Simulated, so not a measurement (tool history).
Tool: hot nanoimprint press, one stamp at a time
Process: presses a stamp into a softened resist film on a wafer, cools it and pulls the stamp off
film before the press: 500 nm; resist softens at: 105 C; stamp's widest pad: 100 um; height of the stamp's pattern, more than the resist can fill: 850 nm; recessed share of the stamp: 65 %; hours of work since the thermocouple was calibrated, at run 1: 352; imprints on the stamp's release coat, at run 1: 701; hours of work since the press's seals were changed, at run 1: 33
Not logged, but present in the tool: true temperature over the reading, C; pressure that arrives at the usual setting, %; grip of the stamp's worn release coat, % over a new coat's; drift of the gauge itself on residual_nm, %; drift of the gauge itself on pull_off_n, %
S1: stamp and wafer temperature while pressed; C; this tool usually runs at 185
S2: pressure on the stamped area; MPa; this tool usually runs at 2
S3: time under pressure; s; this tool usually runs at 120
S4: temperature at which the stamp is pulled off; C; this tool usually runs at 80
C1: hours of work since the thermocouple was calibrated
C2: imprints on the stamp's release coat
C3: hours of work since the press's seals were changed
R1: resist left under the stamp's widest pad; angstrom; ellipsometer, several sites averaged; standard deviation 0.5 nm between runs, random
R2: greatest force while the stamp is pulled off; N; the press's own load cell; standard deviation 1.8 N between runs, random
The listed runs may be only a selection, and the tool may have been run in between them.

| run | hour | S1 | S2 | S3 | S4 | C1 | C2 | C3 | R1 | R2 |
|---|---|---|---|---|---|---|---|---|---|---|
| 1 | 0 | 185 | 2 | 120 | 80 | 352 | 701 | 33 | 2997 | 240 |
| 2 | 6.8 | 185 | 2 | 120 | 80 | 357 | 738 | 38 | 2996 | 239 |
| 3 | 18.9 | 185 | 2 | 120 | 80 | 366 | 803 | 47 | 2995 | 247 |
| 4 | 25 | 185 | 2 | 120 | 80 | 371 | 836 | 51 | 3004 | 248 |
| 5 | 34.2 | 185 | 2 | 120 | 80 | 377 | 885 | 58 | 3003 | 243 |
| 6 | 45.2 | 185 | 2 | 120 | 80 | 386 | 944 | 67 | 3009 | 249 |
|  | 57.5 | stamp cleaned and given a new release coat |
| 7 | 61.1 | 185 | 2 | 155 | 80 | 393 | 19 | 74 | 2798 | 218 |
| 8 | 70.9 | 185 | 2 | 155 | 80 | 401 | 72 | 81 | 2803 | 222 |
| 9 | 80.4 | 185 | 2 | 120 | 85 | 408 | 123 | 89 | 3014 | 202 |
| 10 | 92.2 | 185 | 2 | 120 | 86 | 417 | 187 | 97 | 3017 | 196 |
| 11 | 103.1 | 185 | 2 | 103 | 80 | 425 | 246 | 106 | 3137 | 223 |
| 12 | 112.9 | 185 | 2 | 103 | 80 | 432 | 299 | 113 | 3145 | 226 |
| 13 | 123.2 | 185 | 2 | 103 | 80 | 440 | 354 | 121 | 3147 | 227 |
| 14 | 134.2 | 185 | 2 | 103 | 80 | 448 | 413 | 129 | 3148 | 234 |
| 15 | 144.4 | 185 | 2 | 103 | 80 | 456 | 468 | 137 | 3147 | 235 |
| 16 | 151.3 | 189 | 2 | 120 | 80 | 461 | 505 | 142 | 2770 | 237 |
|  | 154.8 | plate thermocouple calibrated |
| 17 | 166.5 | 185 | 1.52 | 139 | 80 | 9 | 571 | 151 | 3330 | 239 |
| 18 | 172.9 | 185 | 1.7 | 120 | 80 | 14 | 606 | 156 | 3287 | 242 |
| 19 | 180.8 | 173 | 1.39 | 90 | 75 | 20 | 648 | 162 | 4441 | 269 |
| 20 | 194 | 185 | 2.55 | 120 | 80 | 29 | 719 | 172 | 2716 | 245 |
| 21 | 205.3 | 185 | 3.05 | 120 | 80 | 38 | 780 | 180 | 2470 | 247 |
| 22 | 210.9 | 185 | 3.05 | 120 | 80 | 42 | 811 | 185 | 2471 | 251 |
| 23 | 219.9 | 185 | 3.05 | 120 | 80 | 49 | 859 | 191 | 2475 | 249 |
|  | 229 | plate thermocouple calibrated, once more |
| 24 | 229.5 | 185 | 3.05 | 120 | 80 | 0 | 895 | 196 | 2432 | 252 |
| 25 | 238.7 | 185 | 1.3 | 120 | 81 | 7 | 944 | 203 | 3602 | 241 |
| 26 | 244.3 | 185 | 1.8 | 231 | 81 | 11 | 974 | 207 | 2629 | 244 |
|  | 251.4 | stamp cleaned and given a new release coat |
| 27 | 255.7 | 194 | 1.21 | 120 | 80 | 16 | 23 | 212 | 3162 | 217 |
| 28 | 261.4 | 194 | 1.21 | 120 | 80 | 20 | 53 | 216 | 3165 | 217 |
| 29 | 271.3 | 194 | 1.21 | 120 | 80 | 27 | 107 | 223 | 3176 | 219 |

5 ways to go on from here, each from the tool as it stands after run 29. What would each give?
| A | 279.8 | 185 | 1.21 | 192 | 83 | 34 | 152 | 230 | ? | ? |
| B | 279.8 | 174 | 1.21 | 75 | 80 | 34 | 152 | 230 | ? | ? |
| C | 279.8 | 194 | 1.21 | 141 | 80 | 34 | 152 | 230 | ? | ? |
| D | 279.8 | 185 | 1.2 | 91 | 83 | 34 | 152 | 230 | ? | ? |
| E | 279.8 | 178 | 2 | 120 | 80 | 34 | 152 | 230 | ? | ? |

| run | R1 | R2 |
|---|---|---|
| A | 3339 | 206 |
| B | 4543 | 224 |
| C | 3045 | 224 |
| D | 3916 | 209 |
| E | 3502 | 220 |
Had the tool no hidden state, the same runs would have come out as:
| run | R1 | R2 |
|---|---|---|
| A | 3305 | 200 |
| B | 4525 | 218 |
| C | 3013 | 218 |
| D | 3887 | 203 |
| E | 3458 | 214 |
